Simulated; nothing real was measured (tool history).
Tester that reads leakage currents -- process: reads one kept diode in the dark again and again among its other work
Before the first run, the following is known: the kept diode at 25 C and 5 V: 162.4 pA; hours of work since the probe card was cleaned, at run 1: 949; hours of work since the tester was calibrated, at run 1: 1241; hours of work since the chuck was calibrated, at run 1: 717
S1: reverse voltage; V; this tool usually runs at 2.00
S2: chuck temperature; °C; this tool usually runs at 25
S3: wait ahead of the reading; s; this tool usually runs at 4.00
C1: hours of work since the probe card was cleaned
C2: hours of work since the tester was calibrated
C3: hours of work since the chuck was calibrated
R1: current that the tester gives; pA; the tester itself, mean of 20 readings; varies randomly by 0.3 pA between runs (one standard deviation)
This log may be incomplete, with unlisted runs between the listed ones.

{"run": 1, "hour": 0.0, "S1": 2.0, "S2": 25, "S3": 4.0, "C1": 949, "C2": 1241, "C3": 717, "R1": 98.56}
{"run": 2, "hour": 38.2, "S1": 2.0, "S2": 25, "S3": 4.0, "C1": 971, "C2": 1263, "C3": 739, "R1": 99.03}
{"run": 3, "hour": 79.5, "S1": 2.0, "S2": 25, "S3": 4.0, "C1": 994, "C2": 1286, "C3": 762, "R1": 98.87}
{"run": 4, "hour": 119.7, "S1": 2.0, "S2": 25, "S3": 4.0, "C1": 1016, "C2": 1309, "C3": 785, "R1": 99.23}
{"run": 5, "hour": 164.0, "S1": 2.0, "S2": 25, "S3": 0.31, "C1": 1041, "C2": 1333, "C3": 809, "R1": 100.98}
{"run": 6, "hour": 218.8, "S1": 2.0, "S2": 25, "S3": 0.41, "C1": 1072, "C2": 1364, "C3": 840, "R1": 100.54}
{"run": 7, "hour": 256.5, "S1": 2.0, "S2": 25, "S3": 4.0, "C1": 1093, "C2": 1385, "C3": 861, "R1": 99.01}
{"run": 8, "hour": 318.5, "S1": 2.0, "S2": 25, "S3": 4.0, "C1": 1128, "C2": 1420, "C3": 896, "R1": 98.85}
{"hour": 378.9, "done": "chuck's temperature calibrated"}
{"run": 9, "hour": 379.0, "S1": 15.87, "S2": 25, "S3": 4.0, "C1": 1161, "C2": 1453, "C3": 0, "R1": 308.0}
{"run": 10, "hour": 437.7, "S1": 2.0, "S2": 31, "S3": 4.0, "C1": 1194, "C2": 1486, "C3": 33, "R1": 167.11}
{"run": 11, "hour": 504.8, "S1": 2.7, "S2": 25, "S3": 4.0, "C1": 1232, "C2": 1524, "C3": 71, "R1": 115.7}
{"run": 12, "hour": 551.2, "S1": 2.0, "S2": 25, "S3": 0.78, "C1": 1258, "C2": 1550, "C3": 97, "R1": 99.1}
{"run": 13, "hour": 587.8, "S1": 2.0, "S2": 25, "S3": 3.13, "C1": 1278, "C2": 1571, "C3": 117, "R1": 99.18}
{"run": 14, "hour": 645.8, "S1": 3.77, "S2": 24, "S3": 4.79, "C1": 1311, "C2": 1603, "C3": 150, "R1": 127.67}
{"run": 15, "hour": 704.1, "S1": 2.18, "S2": 36, "S3": 2.44, "C1": 1344, "C2": 1636, "C3": 183, "R1": 266.4}
{"run": 16, "hour": 756.2, "S1": 2.18, "S2": 36, "S3": 2.44, "C1": 1373, "C2": 1665, "C3": 212, "R1": 265.48}
{"run": 17, "hour": 815.2, "S1": 2.32, "S2": 36, "S3": 3.72, "C1": 1406, "C2": 1698, "C3": 245, "R1": 274.36}
{"run": 18, "hour": 856.4, "S1": 16.62, "S2": 46, "S3": 1.43, "C1": 1429, "C2": 1722, "C3": 268, "R1": 1781.64}
{"run": 19, "hour": 917.6, "S1": 6.61, "S2": 27, "S3": 1.32, "C1": 1464, "C2": 1756, "C3": 303, "R1": 225.91}
{"run": 20, "hour": 981.9, "S1": 6.61, "S2": 27, "S3": 1.32, "C1": 1500, "C2": 1792, "C3": 339, "R1": 225.59}
{"run": 21, "hour": 1020.1, "S1": 6.61, "S2": 27, "S3": 1.32, "C1": 1521, "C2": 1814, "C3": 360, "R1": 226.78}
{"run": 22, "hour": 1081.9, "S1": 7.37, "S2": 25, "S3": 1.06, "C1": 1556, "C2": 1848, "C3": 395, "R1": 202.68}
{"run": 23, "hour": 1139.3, "S1": 2.0, "S2": 23, "S3": 1.11, "C1": 1588, "C2": 1881, "C3": 427, "R1": 83.14}
{"run": 24, "hour": 1199.6, "S1": 2.0, "S2": 60, "S3": 1.26, "C1": 1622, "C2": 1914, "C3": 461, "R1": 1602.69}
{"run": 25, "hour": 1248.7, "S1": 4.66, "S2": 49, "S3": 1.26, "C1": 1650, "C2": 1942, "C3": 489, "R1": 1133.07}
{"run": 26, "hour": 1282.1, "S1": 5.41, "S2": 29, "S3": 1.28, "C1": 1669, "C2": 1961, "C3": 508, "R1": 242.84}

Forecast each of these 4 alternatives for the next run:
{"run": "A", "hour": 1329.8, "S1": 2.66, "S2": 30, "S3": 9.26, "C1": 1695, "C2": 1988, "C3": 535, "R1": "?"}
{"run": "B", "hour": 1329.8, "S1": 8.85, "S2": 30, "S3": 4.0, "C1": 1695, "C2": 1988, "C3": 535, "R1": "?"}
{"run": "C", "hour": 1329.8, "S1": 2.0, "S2": 25, "S3": 2.44, "C1": 1695, "C2": 1988, "C3": 535, "R1": "?"}
{"run": "D", "hour": 1329.8, "S1": 5.41, "S2": 29, "S3": 0.31, "C1": 1695, "C2": 1988, "C3": 535, "R1": "?"}

run=A R1=179.29
run=B R1=346.46
run=C R1=99.40
run=D R1=245.15
With the hidden condition removed and each run's random variation left untouched, the same runs would have given:
run=A R1=179.16
run=B R1=346.20
run=C R1=99.33
run=D R1=244.97
